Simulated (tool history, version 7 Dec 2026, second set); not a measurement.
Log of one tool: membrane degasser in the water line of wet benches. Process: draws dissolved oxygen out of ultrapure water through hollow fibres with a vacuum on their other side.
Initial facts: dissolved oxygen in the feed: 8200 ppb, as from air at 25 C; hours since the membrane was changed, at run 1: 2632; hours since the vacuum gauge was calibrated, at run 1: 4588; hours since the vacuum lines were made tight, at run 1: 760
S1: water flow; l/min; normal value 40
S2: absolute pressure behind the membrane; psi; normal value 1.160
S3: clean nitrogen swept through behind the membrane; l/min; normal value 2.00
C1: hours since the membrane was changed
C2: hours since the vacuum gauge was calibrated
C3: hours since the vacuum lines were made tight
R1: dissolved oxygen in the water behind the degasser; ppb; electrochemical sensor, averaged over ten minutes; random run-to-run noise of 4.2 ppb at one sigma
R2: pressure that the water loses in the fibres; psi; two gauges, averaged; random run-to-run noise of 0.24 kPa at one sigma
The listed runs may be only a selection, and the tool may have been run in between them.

Run 1, hour 0.0: usual settings; C1 2632; C2 4588; C3 760. Result: R1 439.2 ppb, R2 8.826 psi.
At hour 299.0: vacuum gauge calibrated.
Run 2, hour 303.7: usual settings but S2 1.269 psi; C1 2935; C2 5; C3 1063. Result: R1 481.8 ppb, R2 8.962 psi.
Run 3, hour 664.8: usual settings but S2 1.269 psi; C1 3296; C2 366; C3 1424. Result: R1 481.5 ppb, R2 8.878 psi.
Run 4, hour 818.0: usual settings but S2 1.269 psi; C1 3449; C2 519; C3 1577. Result: R1 483.3 ppb, R2 8.962 psi.
Run 5, hour 1072.4: usual settings but S2 1.269 psi; C1 3704; C2 773; C3 1832. Result: R1 483.3 ppb, R2 8.930 psi.
At hour 1180.9: vacuum gauge calibrated, once more.
Run 6, hour 1322.2: usual settings but S2 1.269 psi, S3 2.05 l/min; C1 3953; C2 141; C3 2081. Result: R1 457.9 ppb, R2 8.911 psi.
Run 7, hour 1679.0: usual settings but S2 1.269 psi, S3 2.05 l/min; C1 4310; C2 498; C3 2438. Result: R1 465.1 ppb, R2 8.991 psi.
Run 8, hour 1984.7: usual settings but S2 1.269 psi, S3 2.05 l/min; C1 4615; C2 804; C3 2743. Result: R1 455.8 ppb, R2 8.989 psi.
Run 9, hour 2327.6: usual settings but S2 1.269 psi, S3 2.05 l/min; C1 4958; C2 1147; C3 3086. Result: R1 457.4 ppb, R2 9.043 psi.
Run 10, hour 2672.0: usual settings but S1 39 l/min; C1 5303; C2 1491; C3 3431. Result: R1 427.9 ppb, R2 8.799 psi.
Run 11, hour 2999.1: usual settings but S1 39 l/min; C1 5630; C2 1818; C3 3758. Result: R1 427.8 ppb, R2 8.830 psi.
Run 12, hour 3168.8: usual settings; C1 5799; C2 1988; C3 3927. Result: R1 445.8 ppb, R2 9.055 psi.
Run 13, hour 3501.5: usual settings; C1 6132; C2 2321; C3 4260. Result: R1 450.6 ppb, R2 9.018 psi.
Run 14, hour 3701.4: usual settings; C1 6332; C2 2521; C3 4460. Result: R1 444.4 ppb, R2 9.114 psi.
Run 15, hour 3988.0: usual settings; C1 6619; C2 2807; C3 4747. Result: R1 443.4 ppb, R2 9.162 psi.
Run 16, hour 4291.7: usual settings; C1 6922; C2 3111; C3 5050. Result: R1 447.6 ppb, R2 9.101 psi.
Run 17, hour 4543.5: usual settings but S1 30 l/min, S2 2.751 psi, S3 1.43 l/min; C1 7174; C2 3363; C3 5302. Result: R1 824.3 ppb, R2 6.802 psi.
Run 18, hour 4691.1: usual settings but S1 30 l/min, S2 0.796 psi, S3 3.15 l/min; C1 7322; C2 3510; C3 5450. Result: R1 219.9 ppb, R2 6.943 psi.
Run 19, hour 4861.1: usual settings but S2 1.317 psi, S3 2.41 l/min; C1 7492; C2 3680; C3 5620. Result: R1 460.4 ppb, R2 9.091 psi.
Run 20, hour 5035.4: usual settings but S1 60 l/min, S2 1.317 psi, S3 2.08 l/min; C1 7666; C2 3854; C3 5794. Result: R1 727.4 ppb, R2 13.718 psi.
Run 21, hour 5371.6: usual settings but S1 39 l/min, S2 2.339 psi; C1 8002; C2 4191; C3 6130. Result: R1 773.2 ppb, R2 9.007 psi.
Run 22, hour 5617.0: usual settings but S1 39 l/min, S2 0.841 psi, S3 1.12 l/min; C1 8248; C2 4436; C3 6376. Result: R1 438.5 ppb, R2 8.930 psi.
Run 23, hour 5896.2: usual settings but S1 39 l/min, S2 0.841 psi, S3 1.12 l/min; C1 8527; C2 4715; C3 6655. Result: R1 437.5 ppb, R2 8.976 psi.
At hour 6054.2: vacuum gauge calibrated.
Run 24, hour 6068.5: usual settings but S1 45 l/min, S2 1.081 psi, S3 1.35 l/min; C1 8699; C2 14; C3 6827. Result: R1 575.6 ppb, R2 10.301 psi.
Run 25, hour 6348.7: usual settings but S1 31 l/min, S2 2.184 psi, S3 0.85 l/min; C1 8979; C2 295; C3 7107. Result: R1 969.4 ppb, R2 7.190 psi.
Run 26, hour 6647.2: usual settings but S1 31 l/min, S2 2.184 psi, S3 0.85 l/min; C1 9277; C2 593; C3 7405. Result: R1 965.7 ppb, R2 7.176 psi.
Run 27, hour 6999.9: usual settings but S1 48 l/min, S2 2.210 psi, S3 2.09 l/min; C1 9630; C2 946; C3 7758. Result: R1 870.8 ppb, R2 11.065 psi.
Run 28, hour 7233.1: usual settings but S1 44 l/min, S2 2.210 psi, S3 1.99 l/min; C1 9863; C2 1179; C3 7991. Result: R1 813.6 ppb, R2 10.235 psi.

Run 29 is up next; what results do you expect?
Run 29, hour 7540.8: usual settings but S1 44 l/min, S2 2.210 psi, S3 1.99 l/min; C1 10171; C2 1487; C3 8299. Result: R1 ?, R2 ?.

R1: 827.5 ppb
R2: 10.190 psi
Had the tool carried no hidden state, the very same run would have given R1 776.0 ppb, R2 9.636 psi.

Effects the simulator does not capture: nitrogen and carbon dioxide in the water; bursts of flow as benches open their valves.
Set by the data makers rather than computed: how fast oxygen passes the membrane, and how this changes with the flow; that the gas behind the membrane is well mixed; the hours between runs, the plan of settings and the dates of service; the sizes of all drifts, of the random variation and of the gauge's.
